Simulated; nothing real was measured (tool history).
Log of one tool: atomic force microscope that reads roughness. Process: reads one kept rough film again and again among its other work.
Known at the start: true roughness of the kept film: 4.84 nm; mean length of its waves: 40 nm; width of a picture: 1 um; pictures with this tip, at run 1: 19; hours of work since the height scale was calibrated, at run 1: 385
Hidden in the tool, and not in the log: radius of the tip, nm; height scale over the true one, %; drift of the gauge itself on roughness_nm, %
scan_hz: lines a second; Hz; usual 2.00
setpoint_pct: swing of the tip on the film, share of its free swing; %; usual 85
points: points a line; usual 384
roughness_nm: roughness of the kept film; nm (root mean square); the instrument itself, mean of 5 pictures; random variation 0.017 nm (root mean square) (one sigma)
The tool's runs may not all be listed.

| run | hour | scan_hz | setpoint_pct | points | pictures with this tip | hours of work since the height scale was calibrated | roughness_nm |
|---|---|---|---|---|---|---|---|
| 1 | 0.0 | 2.00 | 85 | 384 | 19 | 385 | 4.029 |
| 2 | 29.4 | 2.00 | 85 | 384 | 67 | 400 | 3.980 |
| 3 | 53.3 | 2.00 | 85 | 384 | 105 | 413 | 3.944 |
| 4 | 81.9 | 2.00 | 85 | 384 | 152 | 428 | 3.916 |
| 5 | 105.4 | 2.00 | 85 | 384 | 190 | 440 | 3.865 |
| 6 | 121.3 | 2.00 | 85 | 384 | 215 | 449 | 3.810 |
| 7 | 145.3 | 2.00 | 85 | 384 | 254 | 461 | 3.748 |
| 8 | 180.4 | 2.00 | 85 | 410 | 311 | 480 | 3.730 |
|  | 198.3 | new tip fitted |
| 9 | 198.3 | 2.00 | 85 | 384 | 0 | 489 | 4.057 |
| 10 | 214.4 | 2.00 | 85 | 384 | 26 | 497 | 4.000 |
| 11 | 251.3 | 2.00 | 85 | 384 | 86 | 517 | 3.961 |
| 12 | 276.6 | 2.00 | 85 | 384 | 126 | 530 | 3.937 |
| 13 | 297.8 | 2.00 | 85 | 384 | 161 | 541 | 3.888 |
| 14 | 314.4 | 3.94 | 80 | 384 | 187 | 550 | 3.631 |
| 15 | 336.5 | 2.57 | 55 | 739 | 223 | 562 | 4.217 |
| 16 | 373.7 | 0.95 | 82 | 280 | 283 | 581 | 4.007 |
| 17 | 404.4 | 0.63 | 68 | 508 | 333 | 598 | 4.161 |
|  | 408.3 | new tip fitted |
| 18 | 435.6 | 2.51 | 75 | 508 | 44 | 614 | 4.084 |
| 19 | 464.1 | 2.51 | 75 | 508 | 90 | 629 | 4.052 |
| 20 | 500.1 | 2.51 | 88 | 911 | 148 | 648 | 3.707 |
| 21 | 516.9 | 2.51 | 88 | 911 | 176 | 657 | 3.667 |
| 22 | 550.9 | 3.27 | 62 | 267 | 231 | 675 | 4.035 |

Some steps in roughness_nm between neighbouring runs. How much of each would the tool show without its hidden state too (settings, what came in, random variation), and how much is left for the hidden state, with any gauge scatter that isn't in both results?
Run 8 -> 9: points 410 -> 384, new tip fitted. roughness_nm +0.327 nm (root mean square): hidden state +0.299, all else +0.028.
Run 14 -> 15: scan_hz 3.94 -> 2.57, setpoint_pct 80 -> 55, points 384 -> 739. roughness_nm +0.586 nm (root mean square): hidden state -0.058, all else +0.644.
Run 17 -> 18: scan_hz 0.63 -> 2.51, setpoint_pct 68 -> 75, new tip fitted. roughness_nm -0.077 nm (root mean square): hidden state +0.277, all else -0.354.
Run 21 -> 22: scan_hz 2.51 -> 3.27, setpoint_pct 88 -> 62, points 911 -> 267. roughness_nm +0.368 nm (root mean square): hidden state -0.066, all else +0.434.

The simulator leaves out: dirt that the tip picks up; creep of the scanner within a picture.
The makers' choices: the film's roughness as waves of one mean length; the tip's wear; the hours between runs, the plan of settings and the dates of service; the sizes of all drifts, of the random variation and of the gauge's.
